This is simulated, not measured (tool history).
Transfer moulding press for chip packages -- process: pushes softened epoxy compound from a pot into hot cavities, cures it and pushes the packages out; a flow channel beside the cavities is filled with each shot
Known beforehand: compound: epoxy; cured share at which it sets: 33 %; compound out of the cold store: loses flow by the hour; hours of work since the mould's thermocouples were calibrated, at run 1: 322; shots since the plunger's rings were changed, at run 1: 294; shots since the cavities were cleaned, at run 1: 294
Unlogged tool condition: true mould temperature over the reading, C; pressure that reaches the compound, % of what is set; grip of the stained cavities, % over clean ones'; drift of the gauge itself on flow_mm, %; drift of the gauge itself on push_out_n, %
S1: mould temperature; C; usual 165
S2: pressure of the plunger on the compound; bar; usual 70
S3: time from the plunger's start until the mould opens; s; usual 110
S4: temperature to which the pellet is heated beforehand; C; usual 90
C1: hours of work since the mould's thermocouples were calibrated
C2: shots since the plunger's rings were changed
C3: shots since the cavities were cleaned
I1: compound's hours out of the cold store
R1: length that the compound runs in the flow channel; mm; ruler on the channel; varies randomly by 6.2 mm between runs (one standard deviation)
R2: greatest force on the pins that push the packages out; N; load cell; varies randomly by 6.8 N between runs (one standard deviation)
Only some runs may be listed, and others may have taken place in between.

| run | hour | S1 | S2 | S3 | S4 | C1 | C2 | C3 | I1 | R1 | R2 |
|---|---|---|---|---|---|---|---|---|---|---|---|
| 1 | 0 | 165 | 70 | 110 | 90 | 322 | 294 | 294 | 14.3 | 998 | 429 |
| 2 | 44.1 | 165 | 70 | 110 | 90 | 347 | 719 | 719 | 31.7 | 899 | 500 |
|  | 70.4 | cavities cleaned with cleaning compound and waxed |
| 3 | 84.4 | 165 | 70 | 110 | 90 | 370 | 1093 | 135 | 20.2 | 940 | 347 |
| 4 | 132.9 | 165 | 70 | 110 | 90 | 398 | 1562 | 604 | 29.4 | 891 | 450 |
|  | 172.7 | cavities cleaned with cleaning compound and waxed |
| 5 | 183.7 | 165 | 70 | 110 | 90 | 426 | 2037 | 105 | 9.1 | 990 | 328 |
| 6 | 259 | 165 | 70 | 110 | 90 | 470 | 2763 | 831 | 38.8 | 829 | 488 |
|  | 274.4 | plunger's sealing rings changed |
|  | 275.9 | cavities cleaned with cleaning compound and waxed |
| 7 | 347.3 | 165 | 73.2 | 110 | 90 | 519 | 689 | 689 | 13.3 | 1020 | 514 |
|  | 373.1 | cavities cleaned with cleaning compound and waxed |
| 8 | 399.4 | 165 | 70 | 110 | 90 | 548 | 1178 | 255 | 36.1 | 869 | 359 |
| 9 | 454 | 165 | 56.2 | 110 | 90 | 580 | 1704 | 781 | 11.6 | 870 | 484 |
|  | 477.1 | cavities cleaned with cleaning compound and waxed |
| 10 | 522.8 | 165 | 56.2 | 110 | 90 | 619 | 2353 | 441 | 15.8 | 844 | 417 |
|  | 582 | plunger's sealing rings changed |
|  | 583.5 | cavities cleaned with cleaning compound and waxed |
| 11 | 585.3 | 165 | 56.2 | 110 | 90 | 652 | 18 | 18 | 27.1 | 836 | 292 |
| 12 | 640.1 | 165 | 56.2 | 115 | 90 | 684 | 546 | 546 | 24.4 | 832 | 400 |
|  | 683.5 | cavities cleaned with cleaning compound and waxed |
| 13 | 725 | 165 | 56.2 | 115 | 90 | 732 | 1351 | 400 | 28.8 | 811 | 363 |
|  | 744.7 | mould's thermocouples calibrated |
|  | 788.8 | cavities cleaned with cleaning compound and waxed |
| 14 | 796.2 | 165 | 56.2 | 115 | 90 | 29 | 2004 | 71 | 29.9 | 797 | 294 |
| 15 | 844.1 | 166 | 60.6 | 133 | 89 | 57 | 2467 | 534 | 40.9 | 769 | 344 |
|  | 890.1 | plunger's sealing rings changed |
|  | 891.6 | cavities cleaned with cleaning compound and waxed |
| 16 | 891.6 | 170 | 70 | 111 | 91 | 82 | 0 | 0 | 14 | 994 | 242 |
| 17 | 946.1 | 170 | 67.9 | 110 | 90 | 113 | 526 | 526 | 16.2 | 952 | 376 |
|  | 989.8 | cavities cleaned with cleaning compound and waxed |
| 18 | 1004.3 | 170 | 61.6 | 110 | 88 | 146 | 1072 | 139 | 16 | 901 | 274 |
| 19 | 1059.4 | 170 | 61.6 | 110 | 88 | 178 | 1604 | 671 | 27 | 840 | 379 |
|  | 1092.1 | cavities cleaned with cleaning compound and waxed |
| 20 | 1108.5 | 159 | 61.6 | 110 | 88 | 206 | 2063 | 157 | 14.8 | 925 | 557 |
| 21 | 1153.5 | 171 | 75.2 | 128 | 97 | 232 | 2498 | 592 | 10.1 | 996 | 359 |
|  | 1196.1 | plunger's sealing rings changed |
|  | 1197.6 | cavities cleaned with cleaning compound and waxed |
| 22 | 1216.6 | 165 | 62.2 | 94 | 98 | 266 | 184 | 184 | 22 | 897 | 465 |
| 23 | 1274.9 | 161 | 59.9 | 91 | 98 | 300 | 746 | 746 | 40.6 | 799 | 855 |
|  | 1295.6 | cavities cleaned with cleaning compound and waxed |
| 24 | 1362.6 | 165 | 61.6 | 120 | 93 | 349 | 1578 | 647 | 27.7 | 848 | 415 |
|  | 1397.1 | cavities cleaned with cleaning compound and waxed |
| 25 | 1427.6 | 165 | 61.6 | 104 | 93 | 386 | 2191 | 295 | 9.9 | 929 | 437 |
| 26 | 1486.1 | 165 | 70 | 112 | 89 | 420 | 2755 | 859 | 9.6 | 979 | 492 |
|  | 1500.9 | plunger's sealing rings changed |
|  | 1502.4 | cavities cleaned with cleaning compound and waxed |
| 27 | 1563.9 | 164 | 70 | 112 | 89 | 463 | 594 | 594 | 13.8 | 984 | 480 |

Below are 4 alternative next runs, each starting from the tool's condition after run 27. Predict each:
|  | 1604.1 | cavities cleaned with cleaning compound and waxed |
| A | 1620.6 | 160 | 58.1 | 112 | 89 | 495 | 1127 | 160 | 22.9 | ? | ? |
|  | 1604.1 | cavities cleaned with cleaning compound and waxed |
| B | 1620.6 | 165 | 70 | 139 | 89 | 495 | 1127 | 160 | 46.5 | ? | ? |
|  | 1604.1 | cavities cleaned with cleaning compound and waxed |
| C | 1620.6 | 166 | 70.3 | 110 | 99 | 495 | 1127 | 160 | 35.6 | ? | ? |
|  | 1604.1 | cavities cleaned with cleaning compound and waxed |
| D | 1620.6 | 165 | 54.1 | 141 | 90 | 495 | 1127 | 160 | 20.5 | ? | ? |

| run | R1 | R2 |
|---|---|---|
| A | 867 | 461 |
| B | 825 | 266 |
| C | 871 | 309 |
| D | 823 | 275 |
The same runs, with their run-to-run variation unchanged, on a tool lacking any hidden condition would have given:
| run | R1 | R2 |
|---|---|---|
| A | 887 | 400 |
| B | 844 | 216 |
| C | 891 | 259 |
| D | 841 | 225 |
